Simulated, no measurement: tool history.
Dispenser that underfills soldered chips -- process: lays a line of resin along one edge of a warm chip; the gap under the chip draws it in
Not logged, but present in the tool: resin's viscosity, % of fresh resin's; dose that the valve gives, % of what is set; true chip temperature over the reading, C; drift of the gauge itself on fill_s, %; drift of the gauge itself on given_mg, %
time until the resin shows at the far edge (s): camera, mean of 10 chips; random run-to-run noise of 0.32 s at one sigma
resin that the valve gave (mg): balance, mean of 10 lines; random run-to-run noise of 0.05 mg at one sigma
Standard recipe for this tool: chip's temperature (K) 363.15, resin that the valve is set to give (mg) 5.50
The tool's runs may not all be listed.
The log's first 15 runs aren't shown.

run	hour	chip's temperature (K)	resin that the valve is set to give (mg)	hours of work since the syringe was changed	hours of work since the valve was cleaned	hours of work since the stage was calibrated	time until the resin shows at the far edge (s)	resin that the valve gave (mg)
16	86.3	363.15	6.03	5	83	188	13.4	5.65
17	93.0	363.15	5.50	10	88	193	16.4	5.06
# hour 93.9: new syringe of resin
# hour 94.9: dispensing valve cleaned and set on the balance
18	99.4	363.15	5.65	3	3	196	13.1	5.68
19	103.4	374.15	5.86	6	6	199	9.5	5.79
# hour 108.6: new syringe of resin
20	108.6	374.15	5.86	0	10	203	7.2	5.88
21	112.3	374.15	5.86	3	13	206	8.3	5.89
22	115.6	357.15	5.50	5	15	208	18.1	5.51
23	119.0	357.15	5.50	8	18	211	19.3	5.48
# hour 122.9: new syringe of resin
24	123.9	363.15	5.33	1	21	214	11.4	5.26
25	128.7	363.15	5.33	4	25	218	13.2	5.15
26	136.2	368.15	4.84	10	30	223	13.5	4.64
# hour 136.9: new syringe of resin
27	143.8	372.15	5.31	5	36	229	9.2	5.12
28	147.7	372.15	5.31	8	39	232	10.3	5.15
# hour 150.6: new syringe of resin
29	152.4	372.15	5.31	1	42	235	8.4	5.11
30	158.8	348.15	5.60	6	47	240	28.4	5.42
# hour 164.5: new syringe of resin
31	166.4	358.15	6.35	1	52	245	14.3	6.03
32	172.4	358.15	6.35	6	56	250	16.9	6.06
# hour 178.3: new syringe of resin
33	179.1	371.15	6.13	1	61	254	8.3	5.87

Expected results for the next run?
34	183.5	353.15	5.52	4	64	258	?	?

time until the resin shows at the far edge (s): 19.8
resin that the valve gave (mg): 5.28
Minus the tool's unlogged condition, the same run would have read time until the resin shows at the far edge (s) 18.4, resin that the valve gave (mg) 5.57.
